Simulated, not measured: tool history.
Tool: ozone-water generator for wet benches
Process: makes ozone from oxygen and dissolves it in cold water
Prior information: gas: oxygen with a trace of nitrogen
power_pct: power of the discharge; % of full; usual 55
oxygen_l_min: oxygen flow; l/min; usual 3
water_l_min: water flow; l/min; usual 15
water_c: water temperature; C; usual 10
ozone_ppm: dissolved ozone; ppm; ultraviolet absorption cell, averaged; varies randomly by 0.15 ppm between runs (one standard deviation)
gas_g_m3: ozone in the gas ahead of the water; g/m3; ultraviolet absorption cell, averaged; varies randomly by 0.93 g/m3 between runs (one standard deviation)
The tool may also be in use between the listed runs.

{"run": 1, "hour": 0.0, "power_pct": 55, "oxygen_l_min": 3, "water_l_min": 15, "water_c": 10, "ozone_ppm": 16.2, "gas_g_m3": 147.1}
{"run": 2, "hour": 62.4, "power_pct": 46, "oxygen_l_min": 3, "water_l_min": 15, "water_c": 10, "ozone_ppm": 14.6, "gas_g_m3": 129.8}
{"run": 3, "hour": 165.2, "power_pct": 46, "oxygen_l_min": 3, "water_l_min": 15, "water_c": 10, "ozone_ppm": 14.2, "gas_g_m3": 130.9}
{"run": 4, "hour": 235.4, "power_pct": 46, "oxygen_l_min": 3, "water_l_min": 15, "water_c": 10, "ozone_ppm": 14.3, "gas_g_m3": 131}
{"run": 5, "hour": 296.9, "power_pct": 46, "oxygen_l_min": 3, "water_l_min": 15, "water_c": 10, "ozone_ppm": 14.3, "gas_g_m3": 130}
{"run": 6, "hour": 414.3, "power_pct": 46, "oxygen_l_min": 3, "water_l_min": 15, "water_c": 10, "ozone_ppm": 14.2, "gas_g_m3": 129.9}
{"run": 7, "hour": 538.0, "power_pct": 55, "oxygen_l_min": 3, "water_l_min": 15, "water_c": 10, "ozone_ppm": 16, "gas_g_m3": 144.9}
{"run": 8, "hour": 634.0, "power_pct": 55, "oxygen_l_min": 3, "water_l_min": 15, "water_c": 10, "ozone_ppm": 16.1, "gas_g_m3": 144.6}
{"run": 9, "hour": 740.8, "power_pct": 55, "oxygen_l_min": 3, "water_l_min": 15, "water_c": 10, "ozone_ppm": 15.8, "gas_g_m3": 146.2}
{"run": 10, "hour": 850.7, "power_pct": 55, "oxygen_l_min": 3, "water_l_min": 13, "water_c": 10, "ozone_ppm": 18.2, "gas_g_m3": 143.7}
{"run": 11, "hour": 955.4, "power_pct": 74, "oxygen_l_min": 3, "water_l_min": 13, "water_c": 10, "ozone_ppm": 21.8, "gas_g_m3": 174.6}
{"run": 12, "hour": 1019.8, "power_pct": 74, "oxygen_l_min": 3, "water_l_min": 13, "water_c": 10, "ozone_ppm": 21.8, "gas_g_m3": 174}
{"run": 13, "hour": 1077.9, "power_pct": 74, "oxygen_l_min": 3, "water_l_min": 13, "water_c": 10, "ozone_ppm": 21.7, "gas_g_m3": 174.3}
{"run": 14, "hour": 1167.1, "power_pct": 74, "oxygen_l_min": 3, "water_l_min": 13, "water_c": 10, "ozone_ppm": 21.8, "gas_g_m3": 172.7}
{"run": 15, "hour": 1246.8, "power_pct": 74, "oxygen_l_min": 3, "water_l_min": 13, "water_c": 10, "ozone_ppm": 21.8, "gas_g_m3": 173.1}
{"run": 16, "hour": 1304.5, "power_pct": 74, "oxygen_l_min": 3, "water_l_min": 13, "water_c": 10, "ozone_ppm": 21.6, "gas_g_m3": 173.5}
{"run": 17, "hour": 1364.4, "power_pct": 74, "oxygen_l_min": 3, "water_l_min": 13, "water_c": 10, "ozone_ppm": 21.5, "gas_g_m3": 173.3}
{"run": 18, "hour": 1437.0, "power_pct": 74, "oxygen_l_min": 3, "water_l_min": 13, "water_c": 10, "ozone_ppm": 21.7, "gas_g_m3": 173.1}
{"hour": 1447.9, "done": "contactor cleaned"}
{"run": 19, "hour": 1563.0, "power_pct": 46, "oxygen_l_min": 3, "water_l_min": 18, "water_c": 10, "ozone_ppm": 11.7, "gas_g_m3": 126.1}
{"run": 20, "hour": 1677.1, "power_pct": 46, "oxygen_l_min": 3, "water_l_min": 12, "water_c": 13, "ozone_ppm": 16.1, "gas_g_m3": 128}
{"hour": 1712.3, "done": "contactor cleaned, once more"}
{"run": 21, "hour": 1809.6, "power_pct": 46, "oxygen_l_min": 3, "water_l_min": 12, "water_c": 13, "ozone_ppm": 16.3, "gas_g_m3": 126.2}
{"run": 22, "hour": 1868.5, "power_pct": 41, "oxygen_l_min": 3, "water_l_min": 12, "water_c": 13, "ozone_ppm": 15.2, "gas_g_m3": 117.9}
{"run": 23, "hour": 1956.4, "power_pct": 41, "oxygen_l_min": 3, "water_l_min": 12, "water_c": 13, "ozone_ppm": 15.3, "gas_g_m3": 118.7}
{"run": 24, "hour": 2029.5, "power_pct": 41, "oxygen_l_min": 3, "water_l_min": 12, "water_c": 13, "ozone_ppm": 15.4, "gas_g_m3": 116.8}
{"run": 25, "hour": 2091.2, "power_pct": 41, "oxygen_l_min": 3, "water_l_min": 12, "water_c": 13, "ozone_ppm": 15.2, "gas_g_m3": 117.3}
{"run": 26, "hour": 2194.0, "power_pct": 78, "oxygen_l_min": 3, "water_l_min": 13, "water_c": 10, "ozone_ppm": 22.3, "gas_g_m3": 175.2}
{"run": 27, "hour": 2286.4, "power_pct": 46, "oxygen_l_min": 3, "water_l_min": 20, "water_c": 10, "ozone_ppm": 10.5, "gas_g_m3": 125.5}
{"run": 28, "hour": 2395.4, "power_pct": 82, "oxygen_l_min": 4.83, "water_l_min": 14, "water_c": 16, "ozone_ppm": 18.4, "gas_g_m3": 129}
{"run": 29, "hour": 2485.7, "power_pct": 63, "oxygen_l_min": 2.39, "water_l_min": 15, "water_c": 10, "ozone_ppm": 16.9, "gas_g_m3": 179.1}
{"run": 30, "hour": 2561.0, "power_pct": 55, "oxygen_l_min": 2.99, "water_l_min": 15, "water_c": 10, "ozone_ppm": 15.4, "gas_g_m3": 139.6}
{"run": 31, "hour": 2635.9, "power_pct": 45, "oxygen_l_min": 2.99, "water_l_min": 15, "water_c": 10, "ozone_ppm": 13.5, "gas_g_m3": 123.4}
{"run": 32, "hour": 2708.3, "power_pct": 51, "oxygen_l_min": 3, "water_l_min": 15, "water_c": 10, "ozone_ppm": 14.7, "gas_g_m3": 133.3}

Alternative continuations, all from the tool just after run 32; predict every row:
{"run": "A", "hour": 2848.9, "power_pct": 55, "oxygen_l_min": 2.34, "water_l_min": 15, "water_c": 10, "ozone_ppm": "?", "gas_g_m3": "?"}
{"run": "B", "hour": 2848.9, "power_pct": 51, "oxygen_l_min": 3, "water_l_min": 15, "water_c": 6, "ozone_ppm": "?", "gas_g_m3": "?"}
{"run": "C", "hour": 2848.9, "power_pct": 49, "oxygen_l_min": 3, "water_l_min": 15, "water_c": 10, "ozone_ppm": "?", "gas_g_m3": "?"}

run=A ozone_ppm=15.2 gas_g_m3=164.2
run=B ozone_ppm=15.2 gas_g_m3=132.4
run=C ozone_ppm=14.2 gas_g_m3=129
Without the tool's unlogged condition, the same runs would have read:
run=A ozone_ppm=17.4 gas_g_m3=185.1
run=B ozone_ppm=17.2 gas_g_m3=148.2
run=C ozone_ppm=16.1 gas_g_m3=143.9

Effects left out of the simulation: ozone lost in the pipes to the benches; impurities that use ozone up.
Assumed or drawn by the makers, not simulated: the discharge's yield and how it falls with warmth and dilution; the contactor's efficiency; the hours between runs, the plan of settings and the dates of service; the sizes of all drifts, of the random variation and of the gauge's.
